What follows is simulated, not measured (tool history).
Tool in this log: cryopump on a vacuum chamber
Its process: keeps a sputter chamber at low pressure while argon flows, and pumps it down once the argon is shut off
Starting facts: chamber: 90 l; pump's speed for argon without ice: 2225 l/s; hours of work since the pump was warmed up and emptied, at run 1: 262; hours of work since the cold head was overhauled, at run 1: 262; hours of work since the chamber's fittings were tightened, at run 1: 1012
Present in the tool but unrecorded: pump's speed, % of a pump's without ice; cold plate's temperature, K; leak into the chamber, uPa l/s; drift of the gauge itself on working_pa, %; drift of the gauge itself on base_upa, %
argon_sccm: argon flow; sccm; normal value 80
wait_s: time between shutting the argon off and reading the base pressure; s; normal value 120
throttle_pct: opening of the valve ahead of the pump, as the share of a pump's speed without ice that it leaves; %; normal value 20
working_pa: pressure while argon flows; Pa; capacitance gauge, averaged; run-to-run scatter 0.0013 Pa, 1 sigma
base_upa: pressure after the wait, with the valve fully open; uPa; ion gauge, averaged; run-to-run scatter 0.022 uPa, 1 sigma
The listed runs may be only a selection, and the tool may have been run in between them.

run,hour,argon_sccm,wait_s,throttle_pct,hours of work since the pump was warmed up and emptied,hours of work since the cold head was overhauled,hours of work since the chamber's fittings were tightened,working_pa,base_upa
1,0,80,120,20,262,262,1012,0.3143,1.25
2,44.1,80,120,20,281,281,1031,0.315,1.25
3,66.3,80,120,20,290,290,1040,0.3163,1.23
4,111,80,120,20,309,309,1059,0.3171,1.35
5,153.9,80,120,52,327,327,1077,0.1319,1.29
6,174.4,80,120,52,335,335,1086,0.1308,1.32
7,204.2,80,46,52,348,348,1098,0.1319,2.15
8,241.2,80,120,18,364,364,1114,0.3523,1.41
9,271.7,80,120,18,376,376,1127,0.3528,1.39
# hour 304.6: leaking fittings of the chamber tightened, without venting
10,313,80,196,18,393,393,4,0.3566,0.45
11,358.7,102,196,18,412,412,23,0.456,0.49
# hour 390: pump warmed up, emptied and cooled again
12,397.3,102,196,18,3,426,37,0.4304,0.4
13,421.4,102,196,18,13,436,47,0.4306,0.51
14,462.9,102,196,18,31,454,65,0.4334,0.49
15,499.3,102,196,18,46,469,80,0.4324,0.49
16,527.3,102,196,18,58,481,92,0.4349,0.52
17,569.3,80,120,17,75,499,109,0.3619,0.7
18,602.2,80,120,17,89,513,123,0.3633,0.7
19,629,46,144,49,101,524,134,0.0735,0.64
20,674.1,80,266,38,120,543,153,0.1643,0.46
21,711.8,80,266,38,136,559,169,0.1642,0.47
22,758.2,80,266,38,155,578,189,0.1652,0.51
23,779.6,151,266,38,164,587,198,0.3153,0.48
24,817.5,77,76,20,180,603,214,0.2967,1.03
25,850,93,76,24,194,617,227,0.3031,1.01
26,889.4,93,76,24,210,634,244,0.3044,1.05
27,928.3,93,87,23,227,650,260,0.3204,0.94
28,963.7,87,72,16,242,665,275,0.425,1.07
29,987.2,40,39,38,251,675,285,0.0858,1.77
30,1013.6,38,78,20,263,686,296,0.1483,1.09
31,1039.3,89,31,20,273,697,307,0.3482,2.14
32,1071.7,89,31,20,287,710,321,0.3509,2.15
33,1095.3,89,31,20,297,720,331,0.3533,2.19
34,1123.1,89,31,20,309,732,342,0.3538,2.21
35,1146.3,89,31,20,318,742,352,0.3551,2.2

Had the tool no unlogged condition, and each run kept its random variation, what would the results have been?
run,working_pa,base_upa
1,0.3031,0.6
2,0.303,0.56
3,0.3038,0.56
4,0.3037,0.63
5,0.1177,0.59
6,0.1163,0.58
7,0.1167,1.38
8,0.3363,0.61
9,0.3363,0.6
10,0.339,0.38
11,0.4323,0.41
12,0.4292,0.36
13,0.429,0.46
14,0.431,0.44
15,0.4294,0.42
16,0.4314,0.44
17,0.3586,0.61
18,0.3595,0.6
19,0.0711,0.54
20,0.1593,0.35
21,0.1587,0.34
22,0.1589,0.37
23,0.3027,0.32
24,0.2897,0.87
25,0.294,0.84
26,0.2945,0.86
27,0.3096,0.75
28,0.4142,0.87
29,0.0807,1.56
30,0.1432,0.86
31,0.3358,1.91
32,0.3378,1.91
33,0.3396,1.93
34,0.3394,1.94
35,0.3402,1.92
